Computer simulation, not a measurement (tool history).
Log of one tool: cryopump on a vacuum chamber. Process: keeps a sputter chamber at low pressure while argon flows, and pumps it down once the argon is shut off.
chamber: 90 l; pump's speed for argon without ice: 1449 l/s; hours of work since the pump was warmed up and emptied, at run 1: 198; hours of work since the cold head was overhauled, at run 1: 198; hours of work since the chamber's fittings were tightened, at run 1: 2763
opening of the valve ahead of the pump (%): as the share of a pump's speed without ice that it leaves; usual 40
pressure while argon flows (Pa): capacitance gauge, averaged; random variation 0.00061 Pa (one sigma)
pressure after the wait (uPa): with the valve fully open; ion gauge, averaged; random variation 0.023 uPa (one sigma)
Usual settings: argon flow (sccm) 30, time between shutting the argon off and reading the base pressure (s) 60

run	hour	argon flow (sccm)	time between shutting the argon off and reading the base pressure (s)	opening of the valve ahead of the pump (%)	hours of work since the pump was warmed up and emptied	hours of work since the cold head was overhauled	hours of work since the chamber's fittings were tightened	pressure while argon flows (Pa)	pressure after the wait (uPa)
1	0	30	60	40	198	198	2763	0.0929	2.83
2	37.5	30	60	40	215	215	2781	0.0911	2.93
3	76.9	30	60	40	234	234	2800	0.0929	2.91
4	108	30	60	40	248	248	2814	0.0923	3.01
5	126.3	30	60	40	257	257	2823	0.094	3
6	146.4	30	60	40	267	267	2832	0.0941	2.95
7	187.3	45	60	40	286	286	2852	0.1424	3.09
8	224.2	45	60	40	303	303	2869	0.1431	3.08
9	242.6	45	60	40	312	312	2878	0.1425	3.09
10	262	45	60	40	321	321	2887	0.1437	3.14
11	303.3	45	60	40	340	340	2906	0.1451	3.23
12	339.5	45	60	40	358	358	2923	0.1456	3.2
13	370.4	45	45	40	372	372	2938	0.1448	3.43
14	396.3	16	114	39	384	384	2950	0.0534	3.14
15	417.6	13	160	40	394	394	2960	0.0426	2.99
16	448.8	30	24	58	409	409	2975	0.0714	4.09
# hour 488.5: pump warmed up, emptied and cooled again
17	489.2	13	156	37	0	426	2991	0.0423	2.52
18	512.6	13	156	37	11	437	3003	0.0423	2.46
19	539.4	38	165	20	24	449	3015	0.2229	2.5
20	570.5	16	216	43	39	464	3030	0.0446	2.45
21	595.2	16	57	44	50	476	3041	0.043	2.91
# hour 625.3: leaking fittings of the chamber tightened, without venting
22	637.2	40	37	28	69	495	6	0.168	1.12
23	656.4	40	37	28	78	504	15	0.1693	1.1
24	686.7	40	37	28	92	518	29	0.1709	1.11
25	726	27	52	18	111	536	47	0.1767	0.9
26	751	52	197	40	123	548	59	0.1576	0.5

4 ways to go on from here, each from the tool as it stands after run 26. What would each give?
A	777.3	12	197	36	135	561	72	?	?
B	777.3	52	25	49	135	561	72	?	?
C	777.3	21	108	40	135	561	72	?	?
D	777.3	20	60	29	135	561	72	?	?

run	pressure while argon flows (Pa)	pressure after the wait (uPa)
A	0.0398	0.49
B	0.1308	1.53
C	0.0634	0.6
D	0.0828	0.83
Without the tool's hidden state the same runs would have given:
run	pressure while argon flows (Pa)	pressure after the wait (uPa)
A	0.0384	0.38
B	0.1245	1.42
C	0.0609	0.49
D	0.0804	0.71
